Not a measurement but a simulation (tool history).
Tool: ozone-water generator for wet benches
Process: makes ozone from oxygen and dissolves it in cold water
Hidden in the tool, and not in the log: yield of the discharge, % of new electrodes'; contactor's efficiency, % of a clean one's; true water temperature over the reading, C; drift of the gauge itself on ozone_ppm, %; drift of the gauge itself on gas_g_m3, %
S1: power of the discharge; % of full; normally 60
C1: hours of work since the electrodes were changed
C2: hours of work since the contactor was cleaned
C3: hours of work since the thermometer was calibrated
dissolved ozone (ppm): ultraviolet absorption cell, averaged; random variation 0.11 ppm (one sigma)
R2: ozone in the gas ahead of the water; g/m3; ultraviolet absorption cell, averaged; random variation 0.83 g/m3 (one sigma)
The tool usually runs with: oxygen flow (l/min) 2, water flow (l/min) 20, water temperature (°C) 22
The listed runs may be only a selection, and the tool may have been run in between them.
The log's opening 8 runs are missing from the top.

Run 9, hour 344.9: usual settings; C1 385; C2 5215; C3 3638. Result: dissolved ozone (ppm) 6.2, R2 131.5 g/m3.
Run 10, hour 377: usual settings but water temperature (°C) 18; C1 409; C2 5239; C3 3663. Result: dissolved ozone (ppm) 6.2, R2 131.5 g/m3.
Run 11, hour 416.8: usual settings but water temperature (°C) 18; C1 439; C2 5269; C3 3693. Result: dissolved ozone (ppm) 6.2, R2 132.4 g/m3.
Run 12, hour 457.3: usual settings but water flow (l/min) 14; C1 470; C2 5300; C3 3724. Result: dissolved ozone (ppm) 9.1, R2 131.3 g/m3.
Run 13, hour 514.2: usual settings but S1 78 % of full, water flow (l/min) 14; C1 514; C2 5344; C3 3767. Result: dissolved ozone (ppm) 10.7, R2 158.2 g/m3.
Run 14, hour 541.8: usual settings but S1 78 % of full, water flow (l/min) 14; C1 535; C2 5365; C3 3788. Result: dissolved ozone (ppm) 11, R2 157.8 g/m3.
Run 15, hour 597.5: usual settings but S1 78 % of full, water flow (l/min) 14; C1 577; C2 5407; C3 3831. Result: dissolved ozone (ppm) 10.6, R2 157.8 g/m3.
Run 16, hour 649.6: usual settings but S1 78 % of full, water flow (l/min) 14; C1 617; C2 5447; C3 3871. Result: dissolved ozone (ppm) 11.1, R2 158.7 g/m3.
Run 17, hour 697.4: usual settings but S1 78 % of full, water flow (l/min) 14; C1 653; C2 5483; C3 3907. Result: dissolved ozone (ppm) 10.9, R2 157.4 g/m3.
Run 18, hour 722.4: usual settings but S1 56 % of full, water temperature (°C) 28; C1 672; C2 5502; C3 3926. Result: dissolved ozone (ppm) 5.4, R2 125.2 g/m3.
Run 19, hour 763.1: usual settings but S1 56 % of full, water temperature (°C) 28; C1 703; C2 5533; C3 3957. Result: dissolved ozone (ppm) 5.4, R2 123.8 g/m3.
Run 20, hour 816.2: usual settings but S1 65 % of full, water flow (l/min) 26; C1 744; C2 5574; C3 3998. Result: dissolved ozone (ppm) 4.7, R2 140 g/m3.
Run 21, hour 848.3: usual settings but S1 65 % of full, oxygen flow (l/min) 1.17, water flow (l/min) 29, water temperature (°C) 16; C1 768; C2 5598; C3 4022. Result: dissolved ozone (ppm) 3.8, R2 196.7 g/m3.
Run 22, hour 883.8: usual settings but water flow (l/min) 13; C1 795; C2 5625; C3 4049. Result: dissolved ozone (ppm) 9.5, R2 130 g/m3.
Run 23, hour 931.4: usual settings but S1 76 % of full, water flow (l/min) 19, water temperature (°C) 29; C1 832; C2 5662; C3 4085. Result: dissolved ozone (ppm) 6.9, R2 153.4 g/m3.
Run 24, hour 985: usual settings but S1 55 % of full, water flow (l/min) 18, water temperature (°C) 29; C1 872; C2 5702; C3 4126. Result: dissolved ozone (ppm) 5.9, R2 123.3 g/m3.
Run 25, hour 1040.3: usual settings but S1 55 % of full, water flow (l/min) 23, water temperature (°C) 17; C1 914; C2 5744; C3 4168. Result: dissolved ozone (ppm) 4.8, R2 120.4 g/m3.
Run 26, hour 1080.9: usual settings but S1 55 % of full, water flow (l/min) 23, water temperature (°C) 17; C1 945; C2 5775; C3 4199. Result: dissolved ozone (ppm) 4.9, R2 120.6 g/m3.
Run 27, hour 1126.8: usual settings but S1 43 % of full, water flow (l/min) 18; C1 980; C2 5810; C3 4234. Result: dissolved ozone (ppm) 5.3, R2 101.7 g/m3.
Run 28, hour 1160.6: usual settings but S1 43 % of full, water flow (l/min) 18; C1 1006; C2 5836; C3 4260. Result: dissolved ozone (ppm) 5.2, R2 101.4 g/m3.
Run 29, hour 1193.1: usual settings but S1 43 % of full, oxygen flow (l/min) 1, water flow (l/min) 16; C1 1031; C2 5861; C3 4285. Result: dissolved ozone (ppm) 5.7, R2 161.7 g/m3.
Run 30, hour 1223.7: usual settings but S1 49 % of full, oxygen flow (l/min) 1, water flow (l/min) 16, water temperature (°C) 14; C1 1054; C2 5884; C3 4308. Result: dissolved ozone (ppm) 6.4, R2 176.8 g/m3.
Run 31, hour 1267.5: usual settings but S1 94 % of full, oxygen flow (l/min) 2.16; C1 1088; C2 5918; C3 4341. Result: dissolved ozone (ppm) 8.1, R2 167.3 g/m3.
Run 32, hour 1314.7: usual settings but S1 91 % of full, oxygen flow (l/min) 2.16; C1 1124; C2 5954; C3 4377. Result: dissolved ozone (ppm) 8, R2 165.3 g/m3.
Run 33, hour 1365.6: usual settings but S1 43 % of full, oxygen flow (l/min) 1.84, water temperature (°C) 15; C1 1162; C2 5992; C3 4416. Result: dissolved ozone (ppm) 4.7, R2 108.5 g/m3.

Here are 3 independent what-if runs from the current tool condition. What would each one return?
Run A, hour 1395.9: usual settings but S1 43 % of full, oxygen flow (l/min) 3.27, water flow (l/min) 13, water temperature (°C) 15; C1 1185; C2 6015; C3 4439. Result: dissolved ozone (ppm) ?, R2 ?.
Run B, hour 1395.9: usual settings but oxygen flow (l/min) 3.05, water flow (l/min) 16; C1 1185; C2 6015; C3 4439. Result: dissolved ozone (ppm) ?, R2 ?.
Run C, hour 1395.9: usual settings but S1 54 % of full, oxygen flow (l/min) 1.27, water temperature (°C) 15; C1 1185; C2 6015; C3 4439. Result: dissolved ozone (ppm) ?, R2 ?.

run  dissolved ozone (ppm)     R2
  A                      8   72.9
  B                    7.4   96.5
  C                    5.4  163.1
Had the tool no hidden state, the same runs would have come out as:
run  dissolved ozone (ppm)    R2
  A                    8.8  74.6
  B                    8.3  99.7
  C                    6.1   168
